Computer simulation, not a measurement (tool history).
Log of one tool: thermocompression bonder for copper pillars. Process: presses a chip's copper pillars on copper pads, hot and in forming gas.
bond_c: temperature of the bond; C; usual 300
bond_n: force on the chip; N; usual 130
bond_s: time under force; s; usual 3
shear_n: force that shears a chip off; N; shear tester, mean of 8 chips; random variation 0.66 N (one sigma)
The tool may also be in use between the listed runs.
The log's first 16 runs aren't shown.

Run 17, day 10.033: usual settings but bond_n 86 N. Result: shear_n 27.9 N.
Run 18, day 10.829: usual settings but bond_n 114 N. Result: shear_n 38.3 N.
Run 19, day 11.533: usual settings but bond_n 114 N. Result: shear_n 36.7 N.
Run 20, day 11.975: usual settings but bond_n 114 N. Result: shear_n 37.8 N.
Run 21, day 12.329: usual settings but bond_n 114 N, bond_s 9 s. Result: shear_n 53.2 N.
Run 22, day 12.908: usual settings but bond_n 114 N, bond_s 9 s. Result: shear_n 52.3 N.
Run 23, day 13.729: usual settings but bond_n 114 N, bond_s 9 s. Result: shear_n 53.8 N.
Run 24, day 14.300: usual settings but bond_n 114 N, bond_s 9 s. Result: shear_n 53.2 N.
Run 25, day 14.771: usual settings but bond_n 114 N, bond_s 9 s. Result: shear_n 53.3 N.
Run 26, day 15.221: usual settings but bond_n 114 N, bond_s 2 s. Result: shear_n 32.1 N.
Run 27, day 16.058: usual settings but bond_c 325 C, bond_n 114 N, bond_s 2 s. Result: shear_n 43.0 N.
Run 28, day 16.592: usual settings but bond_c 270 C, bond_n 89 N, bond_s 2 s. Result: shear_n 16.6 N.
Run 29, day 17.346: usual settings but bond_c 322 C, bond_n 96 N. Result: shear_n 40.3 N.
Run 30, day 17.738: usual settings but bond_c 292 C, bond_n 90 N, bond_s 6 s. Result: shear_n 34.7 N.
Run 31, day 18.308: usual settings but bond_c 292 C, bond_n 90 N, bond_s 6 s. Result: shear_n 34.7 N.
Run 32, day 18.867: usual settings but bond_c 292 C, bond_n 90 N, bond_s 6 s. Result: shear_n 35.8 N.
Run 33, day 19.688: usual settings but bond_c 292 C, bond_n 110 N, bond_s 6 s. Result: shear_n 41.8 N.
Run 34, day 20.133: usual settings but bond_c 292 C, bond_n 110 N, bond_s 6 s. Result: shear_n 40.8 N.
Run 35, day 20.929: usual settings but bond_c 285 C, bond_n 86 N. Result: shear_n 23.0 N.
Run 36, day 21.362: usual settings but bond_c 307 C, bond_n 168 N, bond_s 2 s. Result: shear_n 49.0 N.
Run 37, day 21.842: usual settings but bond_s 4 s. Result: shear_n 46.8 N.
Run 38, day 22.225: usual settings but bond_c 325 C, bond_n 189 N, bond_s 5 s. Result: shear_n 71.2 N.
Run 39, day 22.596: usual settings but bond_c 318 C, bond_n 134 N. Result: shear_n 52.3 N.

Forecast each of these 3 alternatives for the next run:
Run A, day 22.988: usual settings but bond_c 304 C, bond_n 159 N, bond_s 7 s. Result: shear_n ?.
Run B, day 22.988: usual settings but bond_c 304 C, bond_n 117 N. Result: shear_n ?.
Run C, day 22.988: usual settings but bond_c 318 C, bond_n 110 N. Result: shear_n ?.

run  shear_n
  A     63.6
  B     40.4
  C     43.4
Without the tool's hidden state the same runs would have given:
run  shear_n
  A     64.0
  B     40.8
  C     43.8
